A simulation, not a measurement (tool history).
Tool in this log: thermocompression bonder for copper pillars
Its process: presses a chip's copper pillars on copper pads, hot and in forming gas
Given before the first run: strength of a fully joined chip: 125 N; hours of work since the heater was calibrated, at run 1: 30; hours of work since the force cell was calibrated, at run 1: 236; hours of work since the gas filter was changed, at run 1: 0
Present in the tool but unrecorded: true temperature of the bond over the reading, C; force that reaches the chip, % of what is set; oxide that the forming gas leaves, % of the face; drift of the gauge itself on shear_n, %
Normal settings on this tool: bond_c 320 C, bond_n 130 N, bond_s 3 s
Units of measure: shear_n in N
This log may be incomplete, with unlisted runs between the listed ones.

run,hour,bond_c,bond_n,bond_s,hours of work since the heater was calibrated,hours of work since the force cell was calibrated,hours of work since the gas filter was changed,shear_n
1,0,320,130,3,30,236,0,45.1
2,41.1,320,130,3,62,269,33,44.2
3,73.3,320,130,2,88,294,58,37.1
4,118,320,130,2,123,330,94,36.5
5,145.9,320,130,2,145,352,116,35.6
6,174.4,320,82,2,168,374,138,24
7,202.2,320,82,2,190,397,161,22.9
8,228.3,320,130,3,211,417,181,40
9,251,320,130,3,229,435,199,40
10,278,320,130,3,250,457,221,41.1
# hour 281.6: forming gas filter changed
11,304.9,320,130,3,271,478,19,42.8
12,341.6,338,130,3,300,507,48,52.8
13,389.5,338,130,3,338,545,86,52.7
14,415.7,338,130,3,359,566,106,51
15,449.7,338,130,3,386,593,134,49.8
16,479.9,338,130,3,410,617,157,48.7
17,528.2,338,130,3,448,655,196,48.5
# hour 563.1: forming gas filter changed
18,563.1,320,130,7,476,682,0,59.9
19,596.4,320,130,7,502,709,26,59.8
20,634.1,320,130,4,532,739,56,47.6
21,666.5,320,130,8,558,764,82,58.9
22,720.2,320,130,8,600,807,125,58.1
23,773.7,303,129,2,643,849,167,25.6
24,819,307,168,4,679,885,203,45.9
# hour 846.3: forming gas filter changed
25,866.7,307,168,4,716,923,16,49.2
26,919.4,347,130,3,758,965,58,56.6
27,951.5,347,130,3,784,990,84,55
28,995.2,329,130,3,818,1025,118,45.5
29,1038.9,329,130,3,853,1060,153,44.3
30,1063.6,294,130,2,873,1079,173,22
31,1090.7,291,175,3,894,1101,194,33.1
32,1124.2,315,130,3,921,1127,221,35.9
# hour 1128.2: forming gas filter changed
33,1179.6,320,130,2,964,1171,41,34.5
34,1205.8,307,100,7,985,1192,62,37.8
35,1238.6,307,100,7,1011,1218,88,39.2
# hour 1249: heater calibrated with a thermocouple chip
36,1284.4,335,159,9,28,1252,122,81.3
37,1311.9,335,159,9,50,1274,144,80.7
38,1339,334,103,2,71,1296,166,34
39,1389.5,340,161,4,112,1336,206,64.3

Measured result minus the same run's result without the hidden state. Both carry the same run-to-run variation, though not necessarily the same gauge scatter:
run,shear_n
1,-1.1
2,-1.9
3,-2.1
4,-3
5,-3.4
6,-2.7
7,-3
8,-5.4
9,-5.8
10,-6.4
11,-2.2
12,-3.4
13,-4.6
14,-5.2
15,-6
16,-6.7
17,-7.8
18,-3
19,-4
20,-4.3
21,-5.9
22,-7.4
23,-4.7
24,-8.6
25,-4.3
26,-5.6
27,-6.5
28,-6.6
29,-7.6
30,-4.9
31,-7.3
32,-8.3
33,-4.4
34,-5.5
35,-6.1
36,-6.8
37,-8
38,-4.2
39,-9.2

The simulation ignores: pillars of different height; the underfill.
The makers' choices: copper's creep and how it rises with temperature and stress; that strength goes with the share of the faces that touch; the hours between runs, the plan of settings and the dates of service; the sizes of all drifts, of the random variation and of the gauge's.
